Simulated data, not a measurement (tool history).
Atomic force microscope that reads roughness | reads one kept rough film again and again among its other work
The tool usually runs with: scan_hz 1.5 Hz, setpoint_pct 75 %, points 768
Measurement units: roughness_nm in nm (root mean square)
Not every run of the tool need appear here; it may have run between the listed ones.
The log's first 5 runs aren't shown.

run 6 day=8.088 | scan_hz=1.5 setpoint_pct=75 points=666 | roughness_nm=2.086
run 7 day=9.375 | scan_hz=1.5 setpoint_pct=75 points=666 | roughness_nm=1.992
-- day=9.742 new tip fitted
run 8 day=11.725 | scan_hz=1.5 setpoint_pct=75 points=666 | roughness_nm=2.585
run 9 day=12.904 | scan_hz=0.57 setpoint_pct=75 points=768 | roughness_nm=2.618
run 10 day=14.496 | scan_hz=1.5 setpoint_pct=75 points=768 | roughness_nm=2.318
run 11 day=16.167 | scan_hz=1.5 setpoint_pct=75 points=768 | roughness_nm=2.177
run 12 day=17.867 | scan_hz=1.5 setpoint_pct=71 points=768 | roughness_nm=2.086
-- day=18.804 new tip fitted
run 13 day=19.25 | scan_hz=1.5 setpoint_pct=71 points=768 | roughness_nm=2.767
run 14 day=21.171 | scan_hz=1.5 setpoint_pct=71 points=768 | roughness_nm=2.541
-- day=21.742 height scale calibrated on a step standard
run 15 day=22.996 | scan_hz=1.5 setpoint_pct=71 points=291 | roughness_nm=2.263
run 16 day=25.033 | scan_hz=1.5 setpoint_pct=68 points=768 | roughness_nm=2.172
run 17 day=26.121 | scan_hz=1.5 setpoint_pct=68 points=713 | roughness_nm=2.078
run 18 day=27.267 | scan_hz=1.5 setpoint_pct=68 points=713 | roughness_nm=1.997
-- day=27.929 new tip fitted
run 19 day=28.558 | scan_hz=1.5 setpoint_pct=68 points=713 | roughness_nm=2.768
run 20 day=30.779 | scan_hz=1.5 setpoint_pct=68 points=713 | roughness_nm=2.511
run 21 day=33.1 | scan_hz=1.5 setpoint_pct=75 points=768 | roughness_nm=2.192
run 22 day=35.188 | scan_hz=1.83 setpoint_pct=75 points=591 | roughness_nm=1.991
run 23 day=36.275 | scan_hz=2.33 setpoint_pct=75 points=277 | roughness_nm=1.823
-- day=36.871 new tip fitted
run 24 day=38.208 | scan_hz=1.17 setpoint_pct=61 points=768 | roughness_nm=2.797
run 25 day=39.242 | scan_hz=1.03 setpoint_pct=59 points=317 | roughness_nm=2.643
run 26 day=41.533 | scan_hz=1.03 setpoint_pct=59 points=317 | roughness_nm=2.401

Forecast run 27:
run 27 day=42.904 | scan_hz=1.03 setpoint_pct=66 points=313 | roughness_nm=?

roughness_nm: 2.242 nm (root mean square)
Without the tool's hidden state the same run would have given roughness_nm 2.897 nm (root mean square).
